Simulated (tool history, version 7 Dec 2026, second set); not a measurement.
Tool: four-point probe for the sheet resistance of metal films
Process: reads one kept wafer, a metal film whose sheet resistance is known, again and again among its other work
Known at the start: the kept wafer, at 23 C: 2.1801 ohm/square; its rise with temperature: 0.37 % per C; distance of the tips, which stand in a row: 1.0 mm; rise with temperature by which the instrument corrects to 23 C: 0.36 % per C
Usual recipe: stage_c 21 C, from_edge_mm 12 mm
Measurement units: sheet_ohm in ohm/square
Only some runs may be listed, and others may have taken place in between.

run 1 hour=0.0 | stage_c=21 from_edge_mm=12 | sheet_ohm=2.178485
run 2 hour=56.2 | stage_c=21 from_edge_mm=5 | sheet_ohm=2.215210
run 3 hour=111.8 | stage_c=21 from_edge_mm=5 | sheet_ohm=2.215681
run 4 hour=171.4 | stage_c=21 from_edge_mm=5 | sheet_ohm=2.214917
run 5 hour=196.6 | stage_c=21 from_edge_mm=5 | sheet_ohm=2.214996
run 6 hour=256.4 | stage_c=21 from_edge_mm=5 | sheet_ohm=2.215174
run 7 hour=309.3 | stage_c=21 from_edge_mm=32 | sheet_ohm=2.170411

Forecast run 8:
run 8 hour=354.6 | stage_c=34 from_edge_mm=12 | sheet_ohm=?

{"run 8": {"sheet_ohm": 2.181561}}
Take away the tool's hidden state, keep the run-to-run variation as it was, and the same run would have given sheet_ohm 2.192056 ohm/square.

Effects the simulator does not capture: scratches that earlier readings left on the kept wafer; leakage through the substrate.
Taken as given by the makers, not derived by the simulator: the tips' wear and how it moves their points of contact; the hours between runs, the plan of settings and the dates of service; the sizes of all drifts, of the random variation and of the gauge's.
